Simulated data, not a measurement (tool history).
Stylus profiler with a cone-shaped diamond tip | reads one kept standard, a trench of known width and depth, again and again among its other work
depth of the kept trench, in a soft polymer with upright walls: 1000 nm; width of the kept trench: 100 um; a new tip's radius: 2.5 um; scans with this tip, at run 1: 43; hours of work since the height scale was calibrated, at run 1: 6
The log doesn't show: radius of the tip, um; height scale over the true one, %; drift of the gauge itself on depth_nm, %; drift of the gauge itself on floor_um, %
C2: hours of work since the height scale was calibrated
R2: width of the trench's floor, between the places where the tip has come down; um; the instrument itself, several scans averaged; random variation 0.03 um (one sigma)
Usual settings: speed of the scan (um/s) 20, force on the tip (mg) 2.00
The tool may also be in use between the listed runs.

run 1 hour=0.0 | speed_of_the_scan_(um/s)=20 force_on_the_tip_(mg)=2.00 | scans_with_this_tip=43 C2=6 | depth_of_the_trench_(Å)=10056.5 R2=95.86
run 2 hour=39.4 | speed_of_the_scan_(um/s)=20 force_on_the_tip_(mg)=4.06 | scans_with_this_tip=213 C2=30 | depth_of_the_trench_(Å)=10091.3 R2=95.90
run 3 hour=73.5 | speed_of_the_scan_(um/s)=20 force_on_the_tip_(mg)=4.06 | scans_with_this_tip=360 C2=51 | depth_of_the_trench_(Å)=10092.3 R2=95.95
run 4 hour=111.7 | speed_of_the_scan_(um/s)=20 force_on_the_tip_(mg)=4.06 | scans_with_this_tip=524 C2=75 | depth_of_the_trench_(Å)=10093.5 R2=95.92
run 5 hour=155.2 | speed_of_the_scan_(um/s)=20 force_on_the_tip_(mg)=4.06 | scans_with_this_tip=712 C2=101 | depth_of_the_trench_(Å)=10091.2 R2=95.90
run 6 hour=181.0 | speed_of_the_scan_(um/s)=20 force_on_the_tip_(mg)=0.84 | scans_with_this_tip=823 C2=117 | depth_of_the_trench_(Å)=10032.6 R2=95.82
run 7 hour=210.9 | speed_of_the_scan_(um/s)=20 force_on_the_tip_(mg)=5.42 | scans_with_this_tip=952 C2=135 | depth_of_the_trench_(Å)=10109.6 R2=95.98
run 8 hour=256.6 | speed_of_the_scan_(um/s)=20 force_on_the_tip_(mg)=4.32 | scans_with_this_tip=1149 C2=163 | depth_of_the_trench_(Å)=10095.6 R2=95.97
run 9 hour=296.3 | speed_of_the_scan_(um/s)=20 force_on_the_tip_(mg)=1.29 | scans_with_this_tip=1320 C2=188 | depth_of_the_trench_(Å)=10044.2 R2=95.90
run 10 hour=344.5 | speed_of_the_scan_(um/s)=20 force_on_the_tip_(mg)=4.84 | scans_with_this_tip=1528 C2=217 | depth_of_the_trench_(Å)=10102.7 R2=95.90
run 11 hour=380.0 | speed_of_the_scan_(um/s)=20 force_on_the_tip_(mg)=4.84 | scans_with_this_tip=1681 C2=239 | depth_of_the_trench_(Å)=10099.9 R2=95.94
run 12 hour=420.5 | speed_of_the_scan_(um/s)=20 force_on_the_tip_(mg)=4.84 | scans_with_this_tip=1855 C2=264 | depth_of_the_trench_(Å)=10102.9 R2=95.90
run 13 hour=470.2 | speed_of_the_scan_(um/s)=67 force_on_the_tip_(mg)=3.40 | scans_with_this_tip=2070 C2=294 | depth_of_the_trench_(Å)=10083.3 R2=95.74
run 14 hour=517.3 | speed_of_the_scan_(um/s)=67 force_on_the_tip_(mg)=3.40 | scans_with_this_tip=2272 C2=323 | depth_of_the_trench_(Å)=10083.2 R2=95.72
run 15 hour=553.7 | speed_of_the_scan_(um/s)=67 force_on_the_tip_(mg)=3.40 | scans_with_this_tip=2429 C2=346 | depth_of_the_trench_(Å)=10081.6 R2=95.72
run 16 hour=595.0 | speed_of_the_scan_(um/s)=67 force_on_the_tip_(mg)=3.40 | scans_with_this_tip=2607 C2=371 | depth_of_the_trench_(Å)=10082.8 R2=95.67
run 17 hour=622.1 | speed_of_the_scan_(um/s)=40 force_on_the_tip_(mg)=5.06 | scans_with_this_tip=2724 C2=388 | depth_of_the_trench_(Å)=10103.9 R2=95.87
run 18 hour=649.7 | speed_of_the_scan_(um/s)=36 force_on_the_tip_(mg)=2.55 | scans_with_this_tip=2843 C2=404 | depth_of_the_trench_(Å)=10067.8 R2=95.79
run 19 hour=698.2 | speed_of_the_scan_(um/s)=22 force_on_the_tip_(mg)=1.56 | scans_with_this_tip=3052 C2=434 | depth_of_the_trench_(Å)=10047.0 R2=95.86

5 ways to go on from here, each from the tool as it stands after run 19. What would each give?
run A hour=741.9 | speed_of_the_scan_(um/s)=24 force_on_the_tip_(mg)=2.50 | scans_with_this_tip=3241 C2=461 | depth_of_the_trench_(Å)=? R2=?
run B hour=741.9 | speed_of_the_scan_(um/s)=20 force_on_the_tip_(mg)=1.26 | scans_with_this_tip=3241 C2=461 | depth_of_the_trench_(Å)=? R2=?
run C hour=741.9 | speed_of_the_scan_(um/s)=19 force_on_the_tip_(mg)=3.98 | scans_with_this_tip=3241 C2=461 | depth_of_the_trench_(Å)=? R2=?
run D hour=741.9 | speed_of_the_scan_(um/s)=69 force_on_the_tip_(mg)=0.87 | scans_with_this_tip=3241 C2=461 | depth_of_the_trench_(Å)=? R2=?
run E hour=741.9 | speed_of_the_scan_(um/s)=20 force_on_the_tip_(mg)=2.06 | scans_with_this_tip=3241 C2=461 | depth_of_the_trench_(Å)=? R2=?

run=A depth_of_the_trench_(Å)=10066.4 R2=95.87
run=B depth_of_the_trench_(Å)=10041.1 R2=95.89
run=C depth_of_the_trench_(Å)=10091.5 R2=95.93
run=D depth_of_the_trench_(Å)=10033.7 R2=95.39
run=E depth_of_the_trench_(Å)=10061.3 R2=95.87
Without the tool's hidden state the same runs would have given:
run=A depth_of_the_trench_(Å)=10066.6 R2=95.88
run=B depth_of_the_trench_(Å)=10041.3 R2=95.90
run=C depth_of_the_trench_(Å)=10091.7 R2=95.93
run=D depth_of_the_trench_(Å)=10034.0 R2=95.39
run=E depth_of_the_trench_(Å)=10061.6 R2=95.87
